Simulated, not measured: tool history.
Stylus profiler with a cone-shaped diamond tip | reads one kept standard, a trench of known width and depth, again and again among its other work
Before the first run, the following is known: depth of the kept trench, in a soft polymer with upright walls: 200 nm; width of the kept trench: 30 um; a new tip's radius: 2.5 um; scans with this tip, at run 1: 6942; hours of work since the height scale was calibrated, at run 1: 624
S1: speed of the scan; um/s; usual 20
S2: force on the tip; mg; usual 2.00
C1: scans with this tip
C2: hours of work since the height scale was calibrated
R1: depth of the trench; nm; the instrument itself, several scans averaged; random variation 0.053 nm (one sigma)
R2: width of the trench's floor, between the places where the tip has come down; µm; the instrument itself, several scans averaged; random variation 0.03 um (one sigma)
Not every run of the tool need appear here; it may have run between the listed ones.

run,hour,S1,S2,C1,C2,R1,R2
1,0.0,20,2.00,6942,624,203.24,27.62
2,15.3,63,2.00,7065,635,203.23,27.31
3,34.4,63,2.00,7219,649,203.34,27.36
4,64.2,63,2.00,7459,671,203.23,27.32
5,87.6,63,2.00,7649,688,203.15,27.28
6,112.3,20,2.00,7848,706,203.22,27.55
7,135.2,20,2.00,8033,722,203.18,27.58
8,156.8,20,2.00,8207,738,203.15,27.60
9,181.0,20,2.00,8402,756,203.16,27.58
# hour 182.8: height scale calibrated on a step standard
10,201.2,20,2.00,8561,13,203.43,27.59
11,222.0,22,0.95,8729,28,202.14,27.55
# hour 241.7: height scale calibrated on a step standard, once more
12,246.9,58,3.82,8925,4,204.53,27.40
13,271.5,62,2.26,9124,22,203.16,27.29
14,285.9,11,2.26,9240,32,203.22,27.63
15,299.2,11,2.26,9347,42,203.15,27.63
16,326.8,7,3.98,9570,62,204.58,27.62
17,342.6,44,1.41,9698,73,202.37,27.31

Pick out some run-to-run changes in R1. Of each, how much would a tool without hidden state show as well, from the settings, what came in and chance, and how much is left for the hidden state and any gauge scatter not in both results compared?
The tool's hidden condition here consists of: radius of the tip, um; height scale over the true one, %; drift of the gauge itself on depth_nm, %; drift of the gauge itself on floor_um, %.
Run 11 -> 12: S1 22 -> 58, S2 0.95 -> 3.82, height scale calibrated on a step standard, once more. R1 +2.39 nm: hidden state -0.49, all else +2.88.

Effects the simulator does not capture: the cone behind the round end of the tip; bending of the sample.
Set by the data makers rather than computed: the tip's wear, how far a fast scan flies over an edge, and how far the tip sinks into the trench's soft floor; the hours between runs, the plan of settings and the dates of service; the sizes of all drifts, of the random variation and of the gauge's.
